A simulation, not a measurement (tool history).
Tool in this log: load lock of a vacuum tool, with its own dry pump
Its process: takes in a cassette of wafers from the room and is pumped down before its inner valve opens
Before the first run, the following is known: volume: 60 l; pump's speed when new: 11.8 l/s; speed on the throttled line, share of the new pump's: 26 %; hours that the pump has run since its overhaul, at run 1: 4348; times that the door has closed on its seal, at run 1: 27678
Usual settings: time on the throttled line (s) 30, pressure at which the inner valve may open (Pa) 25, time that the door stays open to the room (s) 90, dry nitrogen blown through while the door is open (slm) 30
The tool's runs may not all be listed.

run    hour  time on the throttled line (s)  pressure at which the inner valve may open (Pa)  time that the door stays open to the room (s)  dry nitrogen blown through while the door is open (slm)  hours that the pump has run since its overhaul  times that the door has closed on its seal  incoming humidity of the room's air, %  time from the closed door until the inner valve may open (s)  rise of the pressure with all valves shut (Pa/min)
  1     0.0                              30                                               25                                             90                                                       30                                            4348                                       27678                                    44.2                                                          66.2                                               0.225
  2   233.6                              30                                               25                                             90                                                       30                                            4582                                       28199                                    43.9                                                          65.5                                               0.238
  3   487.1                              30                                               25                                             90                                                       30                                            4835                                       28765                                    44.1                                                          65.6                                               0.240
  4   698.3                              30                                               25                                             90                                                       30                                            5047                                       29236                                    43.1                                                          65.8                                               0.239
  5  1027.9                              30                                               25                                             90                                                       30                                            5376                                       29971                                    45.7                                                          66.5                                               0.255
  6  1270.2                              30                                               25                                             90                                                       30                                            5618                                       30512                                    45.8                                                          65.9                                               0.249
  7  1477.6                              30                                               25                                             90                                                       30                                            5826                                       30975                                    43.0                                                          66.8                                               0.259
  8  1685.5                              30                                               25                                             90                                                       30                                            6034                                       31439                                    44.5                                                          65.6                                               0.268
  9  1974.4                              30                                               25                                             90                                                       30                                            6323                                       32083                                    45.3                                                          65.9                                               0.281
 10  2208.4                              16                                               25                                             90                                                       30                                            6557                                       32605                                    46.4                                                          56.8                                               0.282
 11  2450.7                              30                                               28                                             90                                                       30                                            6799                                       33146                                    48.0                                                          65.5                                               0.282
 12  2626.3                              30                                               28                                             90                                                       30                                            6975                                       33538                                    45.2                                                          65.6                                               0.298
 13  2792.4                              30                                               25                                             90                                                       30                                            7141                                       33908                                    46.7                                                          66.6                                               0.295
 14  3038.2                              30                                               25                                             90                                                       30                                            7386                                       34457                                    46.9                                                          67.2                                               0.302
 15  3295.5                              30                                               25                                             90                                                       30                                            7644                                       35031                                    43.4                                                          66.6                                               0.311
 16  3552.1                              30                                               25                                             90                                                       30                                            7900                                       35603                                    43.7                                                          66.8                                               0.315
 17  3841.5                              30                                               25                                             90                                                       10                                            8190                                       36249                                    45.2                                                          66.1                                               0.340
 18  4201.5                              30                                               25                                             90                                                       30                                            8550                                       37052                                    46.0                                                          67.3                                               0.343
 19  4429.3                              30                                               25                                             90                                                       30                                            8778                                       37561                                    42.3                                                          67.2                                               0.343
 20  4602.7                              30                                               25                                             26                                                        5                                            8951                                       37947                                    44.3                                                          67.0                                               0.347
 21  4848.6                              57                                               25                                             90                                                       30                                            9197                                       38496                                    42.6                                                          86.2                                               0.357
 22  5173.8                              57                                               25                                             90                                                       30                                            9522                                       39222                                    46.3                                                          86.4                                               0.367
 23  5447.5                              30                                               36                                            113                                                       30                                            9796                                       39832                                    47.8                                                          65.2                                               0.373
 24  5629.3                              30                                               45                                             90                                                       30                                            9978                                       40238                                    43.9                                                          63.9                                               0.377
 25  5895.5                              30                                               23                                             63                                                       30                                           10244                                       40832                                    47.7                                                          68.0                                               0.388
 26  6101.4                              30                                               23                                             63                                                       30                                           10450                                       41291                                    43.5                                                          67.9                                               0.401
 27  6256.4                              17                                               33                                             90                                                       30                                           10605                                       41637                                    44.4                                                          56.8                                               0.406
 28  6491.8                              39                                               25                                             38                                                       30                                           10840                                       42162                                    42.8                                                          74.2                                               0.399
 29  6797.6                              34                                               25                                            214                                                       30                                           11146                                       42844                                    42.7                                                          70.6                                               0.443
 30  6995.8                              34                                               25                                            214                                                       30                                           11344                                       43287                                    43.7                                                          70.6                                               0.434
 31  7323.7                              59                                               25                                             69                                                       30                                           11672                                       44018                                    47.5                                                          88.9                                               0.437
 32  7619.2                              59                                               25                                             69                                                       30                                           11967                                       44678                                    42.5                                                          89.1                                               0.456
 33  7839.8                              59                                               45                                            105                                                        5                                           12188                                       45170                                    45.3                                                          85.1                                               0.486
 34  8117.0                              59                                               45                                            105                                                        5                                           12465                                       45788                                    44.8                                                          85.5                                               0.482
 35  8472.9                              59                                               45                                            105                                                        5                                           12821                                       46582                                    44.8                                                          84.9                                               0.495
 36  8822.2                              27                                               43                                             90                                                        7                                           13170                                       47362                                    45.1                                                          62.3                                               0.506

Selected run-to-run steps in time from the closed door until the inner valve may open (s), each split into two signed amounts: the part the tool would show with no hidden state at all (from settings, incoming material and random variation), and the remainder, which goes to the hidden state together with any gauge scatter not common to the measured and the hidden-state-free results:
Hidden state present: pump's speed, % of a new pump's; leak at the door's seal, Pa l/s; drift of the gauge itself on ready_s, %; drift of the gauge itself on rise_pa_min, %.
Run 20 -> 21: time on the throttled line (s) 30 -> 57, time that the door stays open to the room (s) 26 -> 90, dry nitrogen blown through while the door is open (slm) 5 -> 30. time from the closed door until the inner valve may open (s) +19.2: hidden state -0.3, all else +19.5.
Run 22 -> 23: time on the throttled line (s) 57 -> 30, pressure at which the inner valve may open (Pa) 25 -> 36, time that the door stays open to the room (s) 90 -> 113. time from the closed door until the inner valve may open (s) -21.2: hidden state +0.4, all else -21.6.
Run 30 -> 31: time on the throttled line (s) 34 -> 59, time that the door stays open to the room (s) 214 -> 69. time from the closed door until the inner valve may open (s) +18.3: hidden state -0.6, all else +18.9.
Run 35 -> 36: time on the throttled line (s) 59 -> 27, pressure at which the inner valve may open (Pa) 45 -> 43, time that the door stays open to the room (s) 105 -> 90, dry nitrogen blown through while the door is open (slm) 5 -> 7. time from the closed door until the inner valve may open (s) -22.6: hidden state +1.0, all else -23.6.

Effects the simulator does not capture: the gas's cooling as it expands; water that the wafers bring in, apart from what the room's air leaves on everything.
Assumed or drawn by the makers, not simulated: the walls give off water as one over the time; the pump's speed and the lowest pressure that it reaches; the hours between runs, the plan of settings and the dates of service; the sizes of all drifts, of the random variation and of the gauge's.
